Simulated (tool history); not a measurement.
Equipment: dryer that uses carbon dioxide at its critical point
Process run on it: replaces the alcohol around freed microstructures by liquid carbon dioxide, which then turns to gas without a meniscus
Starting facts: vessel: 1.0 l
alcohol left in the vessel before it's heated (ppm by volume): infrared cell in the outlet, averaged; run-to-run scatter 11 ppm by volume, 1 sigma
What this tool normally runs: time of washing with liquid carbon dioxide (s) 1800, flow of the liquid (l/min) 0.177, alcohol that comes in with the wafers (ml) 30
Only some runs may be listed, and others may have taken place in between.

run	day	time of washing with liquid carbon dioxide (s)	flow of the liquid (l/min)	alcohol that comes in with the wafers (ml)	alcohol left in the vessel before it's heated (ppm by volume)
1	0	1800	0.177	30	1016
2	0.229	1800	0.177	46	1509
3	0.438	1800	0.177	41	1370
4	0.838	1800	0.177	41	1380
5	1.138	1800	0.177	41	1395
6	1.55	1800	0.177	41	1398
7	1.829	1800	0.202	41	842
8	2.238	1800	0.202	41	865
9	2.45	1800	0.177	55	1946
10	2.708	1800	0.177	55	1897
11	3.142	1980	0.177	55	1385
12	3.546	1980	0.177	55	1398
13	3.938	1980	0.177	55	1438
14	4.183	1980	0.177	55	1463
15	4.638	1800	0.177	30	1143
16	4.883	1800	0.273	30	174
17	5.212	1800	0.273	30	182
18	5.517	1800	0.177	30	1136
19	5.967	1800	0.177	30	1127
20	6.45	1800	0.177	30	1121
21	6.921	1800	0.177	30	1164
22	7.133	1800	0.177	30	1149
23	7.521	1200	0.177	30	3426
24	7.988	1200	0.177	30	3470
25	8.296	2100	0.263	97	321
26	8.546	1800	0.147	73	5204
27	8.771	1320	0.115	44	9986
28	9.204	1800	0.177	51	2070
29	9.667	2040	0.146	77	4002
# day 9.812: inlet filter changed
30	9.938	2040	0.136	40	1668
31	10.225	1800	0.194	58	929
32	10.729	1800	0.194	58	950
33	11.158	1800	0.194	58	931
34	11.454	1140	0.202	67	4530
35	11.938	1800	0.177	83	2024
36	12.212	2400	0.198	83	345
37	12.575	2400	0.198	83	359
38	12.892	2280	0.153	57	1072
39	13.338	1440	0.122	29	3999
40	13.617	2580	0.122	37	1081
41	14.112	2580	0.122	66	1987
42	14.625	2580	0.122	66	2005
43	14.854	2220	0.177	72	854
44	15.296	1620	0.177	21	842
45	15.538	1920	0.145	84	3640
46	15.95	1920	0.145	117	5072

Below are 5 alternative next runs, each starting from the tool's condition after run 46. Predict each:
A	16.392	1560	0.202	85	?
B	16.392	1920	0.145	68	?
C	16.392	1200	0.238	37	?
D	16.392	1920	0.145	69	?
E	16.392	1740	0.177	40	?

run	alcohol left in the vessel before it's heated (ppm by volume)
A	2206
B	2964
C	1372
D	3005
E	1262
With the hidden condition removed and each run's random variation left untouched, the same runs would have given:
run	alcohol left in the vessel before it's heated (ppm by volume)
A	1826
B	2524
C	1134
D	2559
E	1030
